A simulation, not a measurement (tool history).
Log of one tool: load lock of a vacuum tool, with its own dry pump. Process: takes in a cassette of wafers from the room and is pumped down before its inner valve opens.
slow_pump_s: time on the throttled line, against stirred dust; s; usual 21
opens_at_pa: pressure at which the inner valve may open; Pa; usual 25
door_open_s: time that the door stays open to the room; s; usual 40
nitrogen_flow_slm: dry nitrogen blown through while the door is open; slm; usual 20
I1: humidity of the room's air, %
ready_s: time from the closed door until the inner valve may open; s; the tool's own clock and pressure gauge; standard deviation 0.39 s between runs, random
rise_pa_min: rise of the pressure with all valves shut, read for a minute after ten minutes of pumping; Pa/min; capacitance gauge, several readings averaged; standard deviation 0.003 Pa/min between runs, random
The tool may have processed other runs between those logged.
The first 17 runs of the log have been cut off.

Run 18, hour 2790: usual settings but nitrogen_flow_slm 23 slm; I1 43.5. Result: ready_s 47 s, rise_pa_min 0.078 Pa/min.
Run 19, hour 2911: usual settings but slow_pump_s 32 s; I1 45.4. Result: ready_s 56 s, rise_pa_min 0.085 Pa/min.
Run 20, hour 3115.3: usual settings but slow_pump_s 32 s, opens_at_pa 38 Pa, door_open_s 44 s; I1 45.6. Result: ready_s 53.9 s, rise_pa_min 0.082 Pa/min.
Run 21, hour 3260: usual settings but slow_pump_s 32 s, opens_at_pa 29 Pa, door_open_s 44 s, nitrogen_flow_slm 13 slm; I1 43. Result: ready_s 55 s, rise_pa_min 0.089 Pa/min.
Run 22, hour 3365.6: usual settings but slow_pump_s 33 s, opens_at_pa 29 Pa, door_open_s 97 s, nitrogen_flow_slm 13 slm; I1 44.5. Result: ready_s 56.2 s, rise_pa_min 0.112 Pa/min.
Run 23, hour 3541.5: usual settings but door_open_s 39 s, nitrogen_flow_slm 16 slm; I1 44.1. Result: ready_s 47.1 s, rise_pa_min 0.095 Pa/min.
Run 24, hour 3681.1: usual settings but door_open_s 39 s, nitrogen_flow_slm 16 slm; I1 45.6. Result: ready_s 47.4 s, rise_pa_min 0.096 Pa/min.
Run 25, hour 3789.1: usual settings but slow_pump_s 10 s, opens_at_pa 21 Pa, door_open_s 215 s, nitrogen_flow_slm 13 slm; I1 43.9. Result: ready_s 39.6 s, rise_pa_min 0.143 Pa/min.
Run 26, hour 3913.9: usual settings but slow_pump_s 10 s, opens_at_pa 21 Pa, door_open_s 215 s, nitrogen_flow_slm 13 slm; I1 46.1. Result: ready_s 40 s, rise_pa_min 0.148 Pa/min.
Run 27, hour 4017.3: usual settings but slow_pump_s 10 s, opens_at_pa 21 Pa, door_open_s 215 s, nitrogen_flow_slm 13 slm; I1 45.4. Result: ready_s 39.5 s, rise_pa_min 0.154 Pa/min.
Run 28, hour 4131.2: usual settings but opens_at_pa 32 Pa, door_open_s 47 s, nitrogen_flow_slm 15 slm; I1 49. Result: ready_s 47.3 s, rise_pa_min 0.113 Pa/min.
Run 29, hour 4331.5: usual settings but door_open_s 214 s, nitrogen_flow_slm 6 slm; I1 43.5. Result: ready_s 47.8 s, rise_pa_min 0.17 Pa/min.
Run 30, hour 4557.5: usual settings but door_open_s 214 s, nitrogen_flow_slm 6 slm; I1 47.9. Result: ready_s 47.6 s, rise_pa_min 0.189 Pa/min.
Run 31, hour 4694.6: usual settings but slow_pump_s 10 s, opens_at_pa 21 Pa, door_open_s 78 s, nitrogen_flow_slm 6 slm; I1 44. Result: ready_s 40.4 s, rise_pa_min 0.142 Pa/min.
Run 32, hour 4883.6: usual settings but nitrogen_flow_slm 4 slm; I1 44.4. Result: ready_s 47.6 s, rise_pa_min 0.137 Pa/min.
Run 33, hour 5018.6: usual settings but opens_at_pa 19 Pa, door_open_s 58 s, nitrogen_flow_slm 16 slm; I1 47.6. Result: ready_s 48.9 s, rise_pa_min 0.134 Pa/min.
Run 34, hour 5185: usual settings but slow_pump_s 24 s, opens_at_pa 33 Pa, door_open_s 137 s, nitrogen_flow_slm 7 slm; I1 43.5. Result: ready_s 48.9 s, rise_pa_min 0.176 Pa/min.
Run 35, hour 5418.3: usual settings but slow_pump_s 23 s; I1 45.1. Result: ready_s 49.5 s, rise_pa_min 0.145 Pa/min.
Run 36, hour 5619.8: usual settings but slow_pump_s 14 s, opens_at_pa 24 Pa; I1 46.4. Result: ready_s 42.4 s, rise_pa_min 0.148 Pa/min.
Run 37, hour 5808.5: usual settings but slow_pump_s 40 s, nitrogen_flow_slm 11 slm; I1 42.6. Result: ready_s 63.4 s, rise_pa_min 0.155 Pa/min.

3 ways to go on from here, each from the tool as it stands after run 37. What would each give?
Run A, hour 6020.5: usual settings but opens_at_pa 39 Pa; I1 43.9. Result: ready_s ?, rise_pa_min ?.
Run B, hour 6020.5: usual settings but slow_pump_s 33 s, opens_at_pa 27 Pa, nitrogen_flow_slm 11 slm; I1 46.9. Result: ready_s ?, rise_pa_min ?.
Run C, hour 6020.5: usual settings but slow_pump_s 10 s, door_open_s 36 s, nitrogen_flow_slm 10 slm; I1 46. Result: ready_s ?, rise_pa_min ?.

run  ready_s  rise_pa_min
  A     46.7        0.149
  B       57        0.155
  C     39.3        0.159
The same runs, with their run-to-run variation unchanged, on a tool lacking any hidden condition would have given:
run  ready_s  rise_pa_min
  A     45.8        0.013
  B     56.2        0.019
  C     38.3        0.023
